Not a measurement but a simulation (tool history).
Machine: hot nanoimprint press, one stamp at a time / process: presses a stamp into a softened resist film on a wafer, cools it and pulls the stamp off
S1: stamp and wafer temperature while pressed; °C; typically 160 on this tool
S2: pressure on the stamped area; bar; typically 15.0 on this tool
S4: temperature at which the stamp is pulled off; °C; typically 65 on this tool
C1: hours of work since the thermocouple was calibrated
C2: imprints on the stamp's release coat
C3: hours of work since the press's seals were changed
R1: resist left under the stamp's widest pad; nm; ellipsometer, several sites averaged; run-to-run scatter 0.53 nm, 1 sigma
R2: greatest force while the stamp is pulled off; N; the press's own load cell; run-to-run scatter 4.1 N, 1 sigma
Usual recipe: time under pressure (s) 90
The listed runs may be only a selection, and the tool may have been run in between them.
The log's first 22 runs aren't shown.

{"run": 23, "hour": 633.2, "S1": 166, "S2": 16.4, "time under pressure (s)": 99, "S4": 65, "C1": 118, "C2": 694, "C3": 603, "R1": 126.7, "R2": 266}
{"run": 24, "hour": 659.3, "S1": 166, "S2": 16.4, "time under pressure (s)": 99, "S4": 65, "C1": 134, "C2": 773, "C3": 619, "R1": 125.7, "R2": 265}
{"run": 25, "hour": 700.6, "S1": 166, "S2": 16.4, "time under pressure (s)": 99, "S4": 65, "C1": 160, "C2": 898, "C3": 644, "R1": 126.3, "R2": 276}
{"run": 26, "hour": 734.6, "S1": 172, "S2": 16.4, "time under pressure (s)": 99, "S4": 65, "C1": 181, "C2": 1001, "C3": 665, "R1": 97.4, "R2": 273}
{"run": 27, "hour": 772.0, "S1": 166, "S2": 15.0, "time under pressure (s)": 156, "S4": 70, "C1": 204, "C2": 1115, "C3": 688, "R1": 108.1, "R2": 251}
{"run": 28, "hour": 791.4, "S1": 151, "S2": 15.2, "time under pressure (s)": 88, "S4": 56, "C1": 216, "C2": 1173, "C3": 700, "R1": 231.0, "R2": 370}
{"run": 29, "hour": 818.0, "S1": 160, "S2": 15.0, "time under pressure (s)": 90, "S4": 57, "C1": 232, "C2": 1254, "C3": 717, "R1": 171.6, "R2": 363}
{"run": 30, "hour": 848.3, "S1": 159, "S2": 15.0, "time under pressure (s)": 90, "S4": 66, "C1": 251, "C2": 1346, "C3": 735, "R1": 178.6, "R2": 308}
{"run": 31, "hour": 887.0, "S1": 149, "S2": 13.0, "time under pressure (s)": 116, "S4": 54, "C1": 275, "C2": 1463, "C3": 759, "R1": 237.6, "R2": 413}

Here are 3 independent what-if runs from the current tool condition. What would each one return?
{"run": "A", "hour": 912.8, "S1": 151, "S2": 9.1, "time under pressure (s)": 116, "S4": 63, "C1": 290, "C2": 1541, "C3": 775, "R1": "?", "R2": "?"}
{"run": "B", "hour": 912.8, "S1": 160, "S2": 15.0, "time under pressure (s)": 90, "S4": 63, "C1": 290, "C2": 1541, "C3": 775, "R1": "?", "R2": "?"}
{"run": "C", "hour": 912.8, "S1": 160, "S2": 20.1, "time under pressure (s)": 54, "S4": 54, "C1": 290, "C2": 1541, "C3": 775, "R1": "?", "R2": "?"}

run=A R1=243.0 R2=337
run=B R1=170.3 R2=366
run=C R1=182.8 R2=433
The same runs, with their run-to-run variation unchanged, on a tool lacking any hidden condition would have given:
run=A R1=244.2 R2=204
run=B R1=169.5 R2=222
run=C R1=180.4 R2=262
